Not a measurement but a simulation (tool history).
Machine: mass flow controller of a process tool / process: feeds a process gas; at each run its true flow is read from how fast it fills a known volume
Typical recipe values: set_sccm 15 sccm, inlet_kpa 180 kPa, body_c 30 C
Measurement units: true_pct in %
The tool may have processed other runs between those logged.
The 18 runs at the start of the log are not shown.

run	hour	set_sccm	inlet_kpa	body_c	true_pct
19	2849.6	38	163	31	100.84
20	2968.1	5	231	38	100.4
21	3171.1	5	231	38	100.52
22	3319.2	15	180	34	100.73
23	3475.9	15	180	34	100.97
24	3688.6	15	180	34	100.91
25	3909	13	146	34	100.93
26	4082.1	13	146	34	100.97
27	4234.6	13	223	23	101.43
28	4454.9	31	223	40	101.38
29	4680.1	31	223	23	101.74
30	4833.9	15	151	32	101.31

Forecast each of these 5 alternatives for the next run:
A	5026	31	227	22	?
B	5026	29	187	21	?
C	5026	8	180	30	?
D	5026	15	214	29	?
E	5026	13	205	28	?

run	true_pct
A	101.95
B	101.89
C	101.49
D	101.59
E	101.51
Take away the tool's hidden state, keep each run's random variation, and the runs would have read:
run	true_pct
A	99.82
B	99.76
C	99.35
D	99.46
E	99.38
